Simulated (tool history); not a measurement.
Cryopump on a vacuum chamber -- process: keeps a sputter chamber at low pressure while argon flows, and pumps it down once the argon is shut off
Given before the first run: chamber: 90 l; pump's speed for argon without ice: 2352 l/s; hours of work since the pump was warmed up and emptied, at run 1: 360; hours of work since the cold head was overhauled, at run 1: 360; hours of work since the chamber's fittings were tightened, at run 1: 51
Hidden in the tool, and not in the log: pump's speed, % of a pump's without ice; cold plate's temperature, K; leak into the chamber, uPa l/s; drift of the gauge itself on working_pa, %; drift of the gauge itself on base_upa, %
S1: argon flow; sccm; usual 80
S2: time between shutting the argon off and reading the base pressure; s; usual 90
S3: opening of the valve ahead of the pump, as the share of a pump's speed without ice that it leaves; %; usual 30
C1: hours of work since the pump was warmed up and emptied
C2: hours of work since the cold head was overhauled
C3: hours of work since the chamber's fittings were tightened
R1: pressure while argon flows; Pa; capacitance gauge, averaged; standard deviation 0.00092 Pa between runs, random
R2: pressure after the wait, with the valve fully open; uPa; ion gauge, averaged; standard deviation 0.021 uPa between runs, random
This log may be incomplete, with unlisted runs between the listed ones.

{"run": 1, "hour": 0.0, "S1": 80, "S2": 90, "S3": 30, "C1": 360, "C2": 360, "C3": 51, "R1": 0.2007, "R2": 0.43}
{"run": 2, "hour": 26.2, "S1": 80, "S2": 90, "S3": 30, "C1": 373, "C2": 373, "C3": 64, "R1": 0.2036, "R2": 0.43}
{"run": 3, "hour": 41.9, "S1": 80, "S2": 90, "S3": 55, "C1": 380, "C2": 380, "C3": 71, "R1": 0.1153, "R2": 0.43}
{"run": 4, "hour": 68.0, "S1": 80, "S2": 90, "S3": 45, "C1": 393, "C2": 393, "C3": 84, "R1": 0.1379, "R2": 0.41}
{"run": 5, "hour": 80.5, "S1": 80, "S2": 90, "S3": 45, "C1": 399, "C2": 399, "C3": 90, "R1": 0.1384, "R2": 0.42}
{"run": 6, "hour": 96.6, "S1": 80, "S2": 90, "S3": 45, "C1": 407, "C2": 407, "C3": 98, "R1": 0.1379, "R2": 0.44}
{"run": 7, "hour": 121.8, "S1": 61, "S2": 90, "S3": 45, "C1": 419, "C2": 419, "C3": 110, "R1": 0.1063, "R2": 0.48}
{"run": 8, "hour": 145.1, "S1": 61, "S2": 223, "S3": 30, "C1": 430, "C2": 430, "C3": 121, "R1": 0.1554, "R2": 0.29}
{"run": 9, "hour": 172.3, "S1": 61, "S2": 97, "S3": 30, "C1": 443, "C2": 443, "C3": 134, "R1": 0.1563, "R2": 0.44}
{"run": 10, "hour": 200.8, "S1": 69, "S2": 97, "S3": 21, "C1": 457, "C2": 457, "C3": 148, "R1": 0.2479, "R2": 0.46}
{"run": 11, "hour": 227.8, "S1": 69, "S2": 97, "S3": 21, "C1": 470, "C2": 470, "C3": 161, "R1": 0.2469, "R2": 0.45}
{"run": 12, "hour": 249.7, "S1": 53, "S2": 90, "S3": 29, "C1": 481, "C2": 481, "C3": 172, "R1": 0.1391, "R2": 0.45}
{"run": 13, "hour": 266.2, "S1": 53, "S2": 90, "S3": 29, "C1": 489, "C2": 489, "C3": 180, "R1": 0.141, "R2": 0.49}
{"run": 14, "hour": 282.5, "S1": 53, "S2": 90, "S3": 29, "C1": 497, "C2": 497, "C3": 188, "R1": 0.1395, "R2": 0.48}

Run by run, hidden condition taken away, random variation retained:
run=1 R1=0.191 R2=0.38
run=2 R1=0.1934 R2=0.37
run=3 R1=0.1049 R2=0.38
run=4 R1=0.1272 R2=0.35
run=5 R1=0.1275 R2=0.36
run=6 R1=0.1267 R2=0.37
run=7 R1=0.0975 R2=0.4
run=8 R1=0.1463 R2=0.21
run=9 R1=0.1469 R2=0.35
run=10 R1=0.2368 R2=0.36
run=11 R1=0.2355 R2=0.34
run=12 R1=0.1302 R2=0.34
run=13 R1=0.1319 R2=0.37
run=14 R1=0.1303 R2=0.36

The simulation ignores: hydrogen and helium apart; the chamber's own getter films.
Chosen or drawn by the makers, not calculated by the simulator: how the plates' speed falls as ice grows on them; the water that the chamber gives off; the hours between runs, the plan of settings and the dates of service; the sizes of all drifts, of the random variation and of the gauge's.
